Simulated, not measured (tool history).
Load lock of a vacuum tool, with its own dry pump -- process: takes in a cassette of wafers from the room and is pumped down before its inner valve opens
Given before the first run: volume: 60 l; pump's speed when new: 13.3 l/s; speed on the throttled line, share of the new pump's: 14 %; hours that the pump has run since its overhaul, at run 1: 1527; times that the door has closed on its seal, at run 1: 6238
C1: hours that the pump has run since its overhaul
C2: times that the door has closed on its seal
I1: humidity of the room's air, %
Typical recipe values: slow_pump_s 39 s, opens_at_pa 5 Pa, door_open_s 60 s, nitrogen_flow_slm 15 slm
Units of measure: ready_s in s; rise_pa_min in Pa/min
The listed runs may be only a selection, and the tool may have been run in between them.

{"run": 1, "hour": 0.0, "slow_pump_s": 39, "opens_at_pa": 5, "door_open_s": 60, "nitrogen_flow_slm": 15, "C1": 1527, "C2": 6238, "I1": 43.1, "ready_s": 80.2, "rise_pa_min": 0.07}
{"run": 2, "hour": 78.2, "slow_pump_s": 39, "opens_at_pa": 5, "door_open_s": 60, "nitrogen_flow_slm": 15, "C1": 1605, "C2": 6621, "I1": 46.6, "ready_s": 79.9, "rise_pa_min": 0.076}
{"run": 3, "hour": 159.6, "slow_pump_s": 39, "opens_at_pa": 5, "door_open_s": 60, "nitrogen_flow_slm": 15, "C1": 1687, "C2": 7020, "I1": 44.9, "ready_s": 80.0, "rise_pa_min": 0.079}
{"run": 4, "hour": 227.3, "slow_pump_s": 39, "opens_at_pa": 5, "door_open_s": 60, "nitrogen_flow_slm": 22, "C1": 1754, "C2": 7352, "I1": 45.5, "ready_s": 79.7, "rise_pa_min": 0.075}
{"run": 5, "hour": 306.7, "slow_pump_s": 39, "opens_at_pa": 5, "door_open_s": 60, "nitrogen_flow_slm": 22, "C1": 1834, "C2": 7742, "I1": 45.7, "ready_s": 79.7, "rise_pa_min": 0.073}
{"run": 6, "hour": 394.5, "slow_pump_s": 39, "opens_at_pa": 5, "door_open_s": 60, "nitrogen_flow_slm": 22, "C1": 1922, "C2": 8172, "I1": 45.2, "ready_s": 80.0, "rise_pa_min": 0.072}
{"run": 7, "hour": 466.1, "slow_pump_s": 72, "opens_at_pa": 5, "door_open_s": 60, "nitrogen_flow_slm": 15, "C1": 1993, "C2": 8523, "I1": 47.0, "ready_s": 109.0, "rise_pa_min": 0.081}
{"run": 8, "hour": 530.7, "slow_pump_s": 72, "opens_at_pa": 5, "door_open_s": 60, "nitrogen_flow_slm": 15, "C1": 2058, "C2": 8840, "I1": 45.9, "ready_s": 108.5, "rise_pa_min": 0.088}
{"run": 9, "hour": 573.0, "slow_pump_s": 39, "opens_at_pa": 5, "door_open_s": 60, "nitrogen_flow_slm": 6, "C1": 2100, "C2": 9047, "I1": 43.8, "ready_s": 80.1, "rise_pa_min": 0.088}
{"run": 10, "hour": 656.2, "slow_pump_s": 39, "opens_at_pa": 5, "door_open_s": 60, "nitrogen_flow_slm": 15, "C1": 2183, "C2": 9455, "I1": 46.7, "ready_s": 80.1, "rise_pa_min": 0.086}
{"run": 11, "hour": 709.9, "slow_pump_s": 39, "opens_at_pa": 5, "door_open_s": 60, "nitrogen_flow_slm": 15, "C1": 2237, "C2": 9719, "I1": 42.6, "ready_s": 80.8, "rise_pa_min": 0.082}
{"run": 12, "hour": 778.5, "slow_pump_s": 68, "opens_at_pa": 5, "door_open_s": 60, "nitrogen_flow_slm": 15, "C1": 2305, "C2": 10055, "I1": 48.2, "ready_s": 104.4, "rise_pa_min": 0.087}
{"run": 13, "hour": 819.4, "slow_pump_s": 68, "opens_at_pa": 5, "door_open_s": 60, "nitrogen_flow_slm": 15, "C1": 2346, "C2": 10256, "I1": 44.6, "ready_s": 104.7, "rise_pa_min": 0.089}
{"run": 14, "hour": 879.7, "slow_pump_s": 39, "opens_at_pa": 5, "door_open_s": 60, "nitrogen_flow_slm": 29, "C1": 2407, "C2": 10551, "I1": 43.3, "ready_s": 79.8, "rise_pa_min": 0.076}
{"run": 15, "hour": 934.2, "slow_pump_s": 39, "opens_at_pa": 5, "door_open_s": 27, "nitrogen_flow_slm": 15, "C1": 2461, "C2": 10819, "I1": 47.5, "ready_s": 80.1, "rise_pa_min": 0.069}
{"run": 16, "hour": 1003.9, "slow_pump_s": 39, "opens_at_pa": 5, "door_open_s": 27, "nitrogen_flow_slm": 15, "C1": 2531, "C2": 11160, "I1": 45.1, "ready_s": 80.0, "rise_pa_min": 0.071}
{"run": 17, "hour": 1045.4, "slow_pump_s": 39, "opens_at_pa": 5, "door_open_s": 60, "nitrogen_flow_slm": 26, "C1": 2572, "C2": 11364, "I1": 44.9, "ready_s": 80.6, "rise_pa_min": 0.085}
{"run": 18, "hour": 1129.2, "slow_pump_s": 29, "opens_at_pa": 5, "door_open_s": 60, "nitrogen_flow_slm": 15, "C1": 2656, "C2": 11775, "I1": 47.3, "ready_s": 71.9, "rise_pa_min": 0.092}
{"run": 19, "hour": 1216.5, "slow_pump_s": 29, "opens_at_pa": 5, "door_open_s": 27, "nitrogen_flow_slm": 15, "C1": 2744, "C2": 12203, "I1": 46.3, "ready_s": 71.5, "rise_pa_min": 0.075}
{"run": 20, "hour": 1267.6, "slow_pump_s": 29, "opens_at_pa": 5, "door_open_s": 27, "nitrogen_flow_slm": 15, "C1": 2795, "C2": 12454, "I1": 44.1, "ready_s": 72.0, "rise_pa_min": 0.073}
{"run": 21, "hour": 1330.0, "slow_pump_s": 29, "opens_at_pa": 5, "door_open_s": 27, "nitrogen_flow_slm": 15, "C1": 2857, "C2": 12760, "I1": 44.1, "ready_s": 71.8, "rise_pa_min": 0.077}
{"run": 22, "hour": 1372.0, "slow_pump_s": 29, "opens_at_pa": 5, "door_open_s": 27, "nitrogen_flow_slm": 15, "C1": 2899, "C2": 12966, "I1": 47.2, "ready_s": 72.2, "rise_pa_min": 0.078}
{"run": 23, "hour": 1429.6, "slow_pump_s": 39, "opens_at_pa": 5, "door_open_s": 60, "nitrogen_flow_slm": 11, "C1": 2957, "C2": 13248, "I1": 44.2, "ready_s": 80.4, "rise_pa_min": 0.095}
{"run": 24, "hour": 1502.0, "slow_pump_s": 39, "opens_at_pa": 5, "door_open_s": 117, "nitrogen_flow_slm": 4, "C1": 3029, "C2": 13603, "I1": 46.1, "ready_s": 81.3, "rise_pa_min": 0.141}
{"run": 25, "hour": 1589.8, "slow_pump_s": 66, "opens_at_pa": 5, "door_open_s": 60, "nitrogen_flow_slm": 15, "C1": 3117, "C2": 14034, "I1": 42.7, "ready_s": 103.0, "rise_pa_min": 0.096}
{"run": 26, "hour": 1675.7, "slow_pump_s": 73, "opens_at_pa": 8, "door_open_s": 129, "nitrogen_flow_slm": 15, "C1": 3203, "C2": 14455, "I1": 47.6, "ready_s": 107.5, "rise_pa_min": 0.137}
{"run": 27, "hour": 1728.2, "slow_pump_s": 21, "opens_at_pa": 6, "door_open_s": 71, "nitrogen_flow_slm": 19, "C1": 3255, "C2": 14712, "I1": 46.9, "ready_s": 65.0, "rise_pa_min": 0.111}
{"run": 28, "hour": 1790.5, "slow_pump_s": 21, "opens_at_pa": 6, "door_open_s": 71, "nitrogen_flow_slm": 19, "C1": 3318, "C2": 15018, "I1": 45.6, "ready_s": 64.7, "rise_pa_min": 0.111}
{"run": 29, "hour": 1851.4, "slow_pump_s": 21, "opens_at_pa": 6, "door_open_s": 71, "nitrogen_flow_slm": 19, "C1": 3378, "C2": 15316, "I1": 45.8, "ready_s": 64.0, "rise_pa_min": 0.105}
{"run": 30, "hour": 1910.8, "slow_pump_s": 39, "opens_at_pa": 7, "door_open_s": 60, "nitrogen_flow_slm": 40, "C1": 3438, "C2": 15608, "I1": 46.0, "ready_s": 79.0, "rise_pa_min": 0.088}
{"run": 31, "hour": 1990.1, "slow_pump_s": 21, "opens_at_pa": 6, "door_open_s": 60, "nitrogen_flow_slm": 15, "C1": 3517, "C2": 15996, "I1": 48.2, "ready_s": 64.6, "rise_pa_min": 0.115}
{"run": 32, "hour": 2036.4, "slow_pump_s": 39, "opens_at_pa": 6, "door_open_s": 60, "nitrogen_flow_slm": 36, "C1": 3563, "C2": 16223, "I1": 46.6, "ready_s": 80.9, "rise_pa_min": 0.095}
{"run": 33, "hour": 2090.6, "slow_pump_s": 39, "opens_at_pa": 6, "door_open_s": 60, "nitrogen_flow_slm": 36, "C1": 3618, "C2": 16489, "I1": 45.9, "ready_s": 80.5, "rise_pa_min": 0.1}
{"run": 34, "hour": 2140.4, "slow_pump_s": 39, "opens_at_pa": 10, "door_open_s": 32, "nitrogen_flow_slm": 8, "C1": 3667, "C2": 16733, "I1": 50.3, "ready_s": 77.0, "rise_pa_min": 0.104}

Had the tool no unlogged condition, and each run kept its random variation, what would the results have been?
Hidden state at play: pump's speed, % of a new pump's; leak at the door's seal, Pa l/s; drift of the gauge itself on ready_s, %; drift of the gauge itself on rise_pa_min, %.
run=1 ready_s=79.0 rise_pa_min=0.049
run=2 ready_s=78.7 rise_pa_min=0.054
run=3 ready_s=78.7 rise_pa_min=0.056
run=4 ready_s=78.4 rise_pa_min=0.051
run=5 ready_s=78.4 rise_pa_min=0.048
run=6 ready_s=78.6 rise_pa_min=0.045
run=7 ready_s=107.7 rise_pa_min=0.053
run=8 ready_s=107.2 rise_pa_min=0.059
run=9 ready_s=78.7 rise_pa_min=0.058
run=10 ready_s=78.6 rise_pa_min=0.054
run=11 ready_s=79.2 rise_pa_min=0.049
run=12 ready_s=103.0 rise_pa_min=0.053
run=13 ready_s=103.2 rise_pa_min=0.055
run=14 ready_s=78.2 rise_pa_min=0.040
run=15 ready_s=78.5 rise_pa_min=0.032
run=16 ready_s=78.3 rise_pa_min=0.033
run=17 ready_s=78.9 rise_pa_min=0.046
run=18 ready_s=70.1 rise_pa_min=0.051
run=19 ready_s=69.7 rise_pa_min=0.032
run=20 ready_s=70.1 rise_pa_min=0.028
run=21 ready_s=69.9 rise_pa_min=0.032
run=22 ready_s=70.3 rise_pa_min=0.032
run=23 ready_s=78.5 rise_pa_min=0.049
run=24 ready_s=79.3 rise_pa_min=0.094
run=25 ready_s=101.1 rise_pa_min=0.045
run=26 ready_s=105.8 rise_pa_min=0.085
run=27 ready_s=62.8 rise_pa_min=0.058
run=28 ready_s=62.5 rise_pa_min=0.056
run=29 ready_s=61.7 rise_pa_min=0.050
run=30 ready_s=76.9 rise_pa_min=0.031
run=31 ready_s=62.2 rise_pa_min=0.055
run=32 ready_s=78.7 rise_pa_min=0.034
run=33 ready_s=78.3 rise_pa_min=0.039
run=34 ready_s=74.9 rise_pa_min=0.042
